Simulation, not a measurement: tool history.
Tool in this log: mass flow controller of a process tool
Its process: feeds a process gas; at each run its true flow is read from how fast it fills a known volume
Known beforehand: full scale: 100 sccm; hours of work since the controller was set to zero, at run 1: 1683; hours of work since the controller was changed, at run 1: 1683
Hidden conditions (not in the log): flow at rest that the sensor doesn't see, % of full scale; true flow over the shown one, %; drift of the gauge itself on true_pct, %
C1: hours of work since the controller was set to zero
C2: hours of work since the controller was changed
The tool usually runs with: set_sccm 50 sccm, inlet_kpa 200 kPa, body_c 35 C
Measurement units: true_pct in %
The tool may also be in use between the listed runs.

{"run": 1, "hour": 0.0, "set_sccm": 50, "inlet_kpa": 200, "body_c": 35, "C1": 1683, "C2": 1683, "true_pct": 98.78}
{"run": 2, "hour": 90.4, "set_sccm": 50, "inlet_kpa": 200, "body_c": 35, "C1": 1722, "C2": 1722, "true_pct": 98.8}
{"run": 3, "hour": 154.0, "set_sccm": 50, "inlet_kpa": 200, "body_c": 35, "C1": 1750, "C2": 1750, "true_pct": 98.83}
{"run": 4, "hour": 229.7, "set_sccm": 50, "inlet_kpa": 200, "body_c": 35, "C1": 1783, "C2": 1783, "true_pct": 98.74}
{"run": 5, "hour": 314.2, "set_sccm": 50, "inlet_kpa": 200, "body_c": 35, "C1": 1820, "C2": 1820, "true_pct": 98.84}
{"run": 6, "hour": 381.6, "set_sccm": 50, "inlet_kpa": 254, "body_c": 35, "C1": 1849, "C2": 1849, "true_pct": 99.29}
{"run": 7, "hour": 492.9, "set_sccm": 50, "inlet_kpa": 200, "body_c": 35, "C1": 1898, "C2": 1898, "true_pct": 98.77}
{"run": 8, "hour": 555.1, "set_sccm": 50, "inlet_kpa": 200, "body_c": 35, "C1": 1925, "C2": 1925, "true_pct": 98.85}
{"run": 9, "hour": 669.4, "set_sccm": 50, "inlet_kpa": 200, "body_c": 35, "C1": 1975, "C2": 1975, "true_pct": 98.69}
{"run": 10, "hour": 737.5, "set_sccm": 50, "inlet_kpa": 200, "body_c": 35, "C1": 2004, "C2": 2004, "true_pct": 98.67}
{"run": 11, "hour": 843.6, "set_sccm": 50, "inlet_kpa": 200, "body_c": 35, "C1": 2051, "C2": 2051, "true_pct": 98.67}
{"run": 12, "hour": 940.6, "set_sccm": 50, "inlet_kpa": 200, "body_c": 35, "C1": 2093, "C2": 2093, "true_pct": 98.77}
{"run": 13, "hour": 1075.3, "set_sccm": 24, "inlet_kpa": 152, "body_c": 37, "C1": 2152, "C2": 2152, "true_pct": 98.04}
{"run": 14, "hour": 1172.7, "set_sccm": 50, "inlet_kpa": 237, "body_c": 22, "C1": 2194, "C2": 2194, "true_pct": 100.36}
{"run": 15, "hour": 1246.9, "set_sccm": 50, "inlet_kpa": 237, "body_c": 22, "C1": 2226, "C2": 2226, "true_pct": 100.52}
{"run": 16, "hour": 1393.3, "set_sccm": 50, "inlet_kpa": 237, "body_c": 22, "C1": 2290, "C2": 2290, "true_pct": 100.4}
{"run": 17, "hour": 1543.1, "set_sccm": 50, "inlet_kpa": 237, "body_c": 22, "C1": 2355, "C2": 2355, "true_pct": 100.44}
{"run": 18, "hour": 1690.8, "set_sccm": 16, "inlet_kpa": 237, "body_c": 21, "C1": 2420, "C2": 2420, "true_pct": 100.47}
{"run": 19, "hour": 1768.9, "set_sccm": 50, "inlet_kpa": 200, "body_c": 28, "C1": 2454, "C2": 2454, "true_pct": 99.46}

3 ways to go on from here, each from the tool as it stands after run 19. What would each give?
{"run": "A", "hour": 1883.1, "set_sccm": 50, "inlet_kpa": 235, "body_c": 28, "C1": 2504, "C2": 2504, "true_pct": "?"}
{"run": "B", "hour": 1883.1, "set_sccm": 34, "inlet_kpa": 200, "body_c": 35, "C1": 2504, "C2": 2504, "true_pct": "?"}
{"run": "C", "hour": 1883.1, "set_sccm": 55, "inlet_kpa": 200, "body_c": 28, "C1": 2504, "C2": 2504, "true_pct": "?"}

run=A true_pct=99.6
run=B true_pct=98.81
run=C true_pct=99.58
Without the tool's hidden state the same runs would have given:
run=A true_pct=99.6
run=B true_pct=98.79
run=C true_pct=99.58

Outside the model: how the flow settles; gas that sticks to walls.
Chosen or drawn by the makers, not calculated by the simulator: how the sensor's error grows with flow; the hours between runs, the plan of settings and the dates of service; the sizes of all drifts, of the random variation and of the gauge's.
